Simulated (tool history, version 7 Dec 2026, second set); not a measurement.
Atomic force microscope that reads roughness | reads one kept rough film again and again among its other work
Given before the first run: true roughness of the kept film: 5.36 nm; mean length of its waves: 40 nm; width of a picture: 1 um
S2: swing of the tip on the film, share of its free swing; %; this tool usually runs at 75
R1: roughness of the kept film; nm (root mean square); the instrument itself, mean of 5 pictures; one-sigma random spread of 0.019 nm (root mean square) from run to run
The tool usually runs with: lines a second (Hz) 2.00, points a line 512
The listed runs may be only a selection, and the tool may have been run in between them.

run 1 hour=0.0 | lines_a_second_(Hz)=2.00 S2=75 points_a_line=512 | R1=4.530
run 2 hour=22.5 | lines_a_second_(Hz)=2.00 S2=75 points_a_line=512 | R1=4.490
-- hour=38.6 new tip fitted
run 3 hour=52.0 | lines_a_second_(Hz)=2.00 S2=75 points_a_line=512 | R1=4.514
run 4 hour=67.4 | lines_a_second_(Hz)=2.00 S2=75 points_a_line=512 | R1=4.487
run 5 hour=90.2 | lines_a_second_(Hz)=2.00 S2=75 points_a_line=512 | R1=4.506
run 6 hour=107.3 | lines_a_second_(Hz)=2.00 S2=75 points_a_line=583 | R1=4.529
run 7 hour=129.7 | lines_a_second_(Hz)=0.52 S2=75 points_a_line=583 | R1=4.895
run 8 hour=145.6 | lines_a_second_(Hz)=2.00 S2=75 points_a_line=512 | R1=4.517
run 9 hour=162.9 | lines_a_second_(Hz)=2.00 S2=75 points_a_line=512 | R1=4.522
run 10 hour=176.9 | lines_a_second_(Hz)=2.00 S2=75 points_a_line=512 | R1=4.541
run 11 hour=197.3 | lines_a_second_(Hz)=2.00 S2=89 points_a_line=512 | R1=4.089
-- hour=211.8 new tip fitted
run 12 hour=220.7 | lines_a_second_(Hz)=2.00 S2=75 points_a_line=512 | R1=4.545
run 13 hour=244.5 | lines_a_second_(Hz)=2.00 S2=75 points_a_line=512 | R1=4.555
run 14 hour=264.0 | lines_a_second_(Hz)=2.00 S2=75 points_a_line=494 | R1=4.495
run 15 hour=275.9 | lines_a_second_(Hz)=2.00 S2=75 points_a_line=494 | R1=4.506
run 16 hour=303.6 | lines_a_second_(Hz)=2.00 S2=75 points_a_line=512 | R1=4.527
run 17 hour=318.0 | lines_a_second_(Hz)=2.00 S2=75 points_a_line=512 | R1=4.531
run 18 hour=338.9 | lines_a_second_(Hz)=2.00 S2=57 points_a_line=512 | R1=4.824
run 19 hour=356.5 | lines_a_second_(Hz)=2.00 S2=57 points_a_line=512 | R1=4.870
run 20 hour=376.4 | lines_a_second_(Hz)=2.00 S2=75 points_a_line=512 | R1=4.528
-- hour=384.2 new tip fitted
run 21 hour=403.7 | lines_a_second_(Hz)=2.00 S2=75 points_a_line=512 | R1=4.509
run 22 hour=428.0 | lines_a_second_(Hz)=2.00 S2=75 points_a_line=512 | R1=4.514
run 23 hour=452.2 | lines_a_second_(Hz)=2.00 S2=75 points_a_line=474 | R1=4.542
run 24 hour=474.5 | lines_a_second_(Hz)=2.00 S2=75 points_a_line=474 | R1=4.516
run 25 hour=498.8 | lines_a_second_(Hz)=2.00 S2=75 points_a_line=474 | R1=4.506
run 26 hour=522.9 | lines_a_second_(Hz)=2.00 S2=75 points_a_line=474 | R1=4.522
run 27 hour=551.3 | lines_a_second_(Hz)=1.31 S2=75 points_a_line=512 | R1=4.688
-- hour=556.9 new tip fitted
run 28 hour=574.8 | lines_a_second_(Hz)=1.31 S2=75 points_a_line=512 | R1=4.678
run 29 hour=602.8 | lines_a_second_(Hz)=0.78 S2=71 points_a_line=374 | R1=4.817
run 30 hour=623.5 | lines_a_second_(Hz)=2.00 S2=73 points_a_line=512 | R1=4.611
run 31 hour=636.4 | lines_a_second_(Hz)=0.85 S2=82 points_a_line=860 | R1=4.719
run 32 hour=653.2 | lines_a_second_(Hz)=2.00 S2=66 points_a_line=512 | R1=4.700
run 33 hour=666.6 | lines_a_second_(Hz)=1.13 S2=82 points_a_line=497 | R1=4.617
run 34 hour=681.6 | lines_a_second_(Hz)=1.00 S2=85 points_a_line=845 | R1=4.591
run 35 hour=704.1 | lines_a_second_(Hz)=1.00 S2=85 points_a_line=845 | R1=4.593
run 36 hour=720.2 | lines_a_second_(Hz)=2.18 S2=75 points_a_line=946 | R1=4.465
-- hour=730.6 new tip fitted
run 37 hour=744.7 | lines_a_second_(Hz)=2.18 S2=75 points_a_line=946 | R1=4.479
run 38 hour=769.4 | lines_a_second_(Hz)=2.00 S2=55 points_a_line=512 | R1=4.832
run 39 hour=789.6 | lines_a_second_(Hz)=2.00 S2=55 points_a_line=512 | R1=4.885
run 40 hour=809.8 | lines_a_second_(Hz)=0.86 S2=87 points_a_line=376 | R1=4.590
run 41 hour=832.1 | lines_a_second_(Hz)=2.91 S2=60 points_a_line=307 | R1=4.699
run 42 hour=859.5 | lines_a_second_(Hz)=0.50 S2=61 points_a_line=307 | R1=4.985
run 43 hour=881.1 | lines_a_second_(Hz)=2.41 S2=65 points_a_line=355 | R1=4.659
run 44 hour=897.2 | lines_a_second_(Hz)=2.74 S2=75 points_a_line=855 | R1=4.379
-- hour=905.3 new tip fitted
run 45 hour=913.5 | lines_a_second_(Hz)=2.74 S2=66 points_a_line=271 | R1=4.574
run 46 hour=942.7 | lines_a_second_(Hz)=2.74 S2=67 points_a_line=271 | R1=4.549
run 47 hour=958.0 | lines_a_second_(Hz)=1.63 S2=75 points_a_line=331 | R1=4.560
run 48 hour=982.6 | lines_a_second_(Hz)=1.63 S2=75 points_a_line=331 | R1=4.610
run 49 hour=1012.0 | lines_a_second_(Hz)=1.30 S2=87 points_a_line=512 | R1=4.443
run 50 hour=1033.4 | lines_a_second_(Hz)=1.30 S2=87 points_a_line=512 | R1=4.442
run 51 hour=1052.8 | lines_a_second_(Hz)=1.30 S2=87 points_a_line=512 | R1=4.455
-- hour=1077.5 new tip fitted
run 52 hour=1081.4 | lines_a_second_(Hz)=2.00 S2=75 points_a_line=580 | R1=4.528
run 53 hour=1100.1 | lines_a_second_(Hz)=2.00 S2=75 points_a_line=580 | R1=4.521

Alternative continuations, all from the tool just after run 53; predict every row:
run A hour=1120.3 | lines_a_second_(Hz)=2.37 S2=65 points_a_line=368 | R1=?
run B hour=1120.3 | lines_a_second_(Hz)=2.00 S2=87 points_a_line=283 | R1=?
run C hour=1120.3 | lines_a_second_(Hz)=0.66 S2=55 points_a_line=283 | R1=?

run=A R1=4.660
run=B R1=4.177
run=C R1=4.922
Without the tool's hidden state the same runs would have given:
run=A R1=4.662
run=B R1=4.179
run=C R1=4.924

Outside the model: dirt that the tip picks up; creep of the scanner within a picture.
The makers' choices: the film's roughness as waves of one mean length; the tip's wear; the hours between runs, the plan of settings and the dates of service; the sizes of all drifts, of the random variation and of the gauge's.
